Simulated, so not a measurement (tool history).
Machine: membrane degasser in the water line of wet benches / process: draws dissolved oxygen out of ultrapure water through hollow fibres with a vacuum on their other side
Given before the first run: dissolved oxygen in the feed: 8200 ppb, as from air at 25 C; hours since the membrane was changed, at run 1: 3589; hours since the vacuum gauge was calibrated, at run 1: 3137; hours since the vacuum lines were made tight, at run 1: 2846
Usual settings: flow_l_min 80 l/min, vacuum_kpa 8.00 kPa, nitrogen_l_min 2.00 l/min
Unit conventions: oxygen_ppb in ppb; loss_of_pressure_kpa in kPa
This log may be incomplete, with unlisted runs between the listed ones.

run	hour	flow_l_min	vacuum_kpa	nitrogen_l_min	hours since the membrane was changed	hours since the vacuum gauge was calibrated	hours since the vacuum lines were made tight	oxygen_ppb	loss_of_pressure_kpa
1	0.0	80	8.00	2.00	3589	3137	2846	425.5	51.78
2	114.8	59	8.00	2.00	3704	3252	2961	306.1	38.17
3	190.7	53	8.00	2.00	3780	3328	3037	278.2	34.53
4	295.2	67	8.00	2.00	3884	3433	3141	354.6	43.24
5	403.7	67	8.00	2.00	3993	3541	3250	354.4	43.66
6	504.0	67	8.00	1.99	4093	3641	3350	349.5	43.98
7	672.1	80	8.00	2.00	4261	3809	3518	423.0	51.78
8	827.5	80	8.00	2.00	4416	3965	3673	428.6	52.02
9	934.5	80	8.00	2.00	4523	4072	3780	427.9	51.99
10	1111.4	80	8.00	2.82	4700	4249	3957	335.9	52.30
11	1244.4	80	5.75	2.82	4833	4382	4090	210.0	51.96
12	1375.6	80	5.75	1.11	4965	4513	4222	363.6	51.91
13	1517.3	80	8.00	2.00	5106	4655	4363	430.7	51.92
14	1594.3	80	8.00	1.01	5183	4732	4440	657.0	51.96
15	1683.8	74	8.00	1.28	5273	4821	4530	529.5	48.47
16	1832.2	49	16.42	2.47	5421	4970	4678	557.7	31.94
17	1947.8	49	16.42	2.47	5537	5085	4794	560.2	31.95
18	2062.1	123	5.01	2.00	5651	5199	4908	388.0	79.87
19	2223.5	80	5.00	3.77	5812	5361	5069	143.5	52.13
20	2342.2	80	5.00	3.77	5931	5479	5188	141.4	51.88
21	2495.5	80	5.00	3.77	6084	5633	5341	144.3	52.15
22	2669.5	65	9.11	2.73	6258	5807	5515	323.0	42.12
23	2836.3	121	15.83	2.65	6425	5974	5682	1145.3	78.83
24	2924.7	127	8.00	1.95	6514	6062	5771	722.0	82.59
# hour 2998.6: seals of the vacuum lines changed
25	3012.7	50	8.00	1.14	6600	6148	14	408.7	32.26

Branching from run 25: 3 alternative next runs. What would each branch give?
A	3103.7	121	6.87	4.01	6691	6239	105	?	?
B	3103.7	89	8.00	2.26	6691	6239	105	?	?
C	3103.7	109	18.65	2.85	6691	6239	105	?	?

run	oxygen_ppb	loss_of_pressure_kpa
A	412.5	78.52
B	444.3	57.44
C	1181.7	71.19
What these runs would have given with no unlogged condition in the tool:
run	oxygen_ppb	loss_of_pressure_kpa
A	412.1	78.47
B	444.0	57.41
C	1181.4	71.15
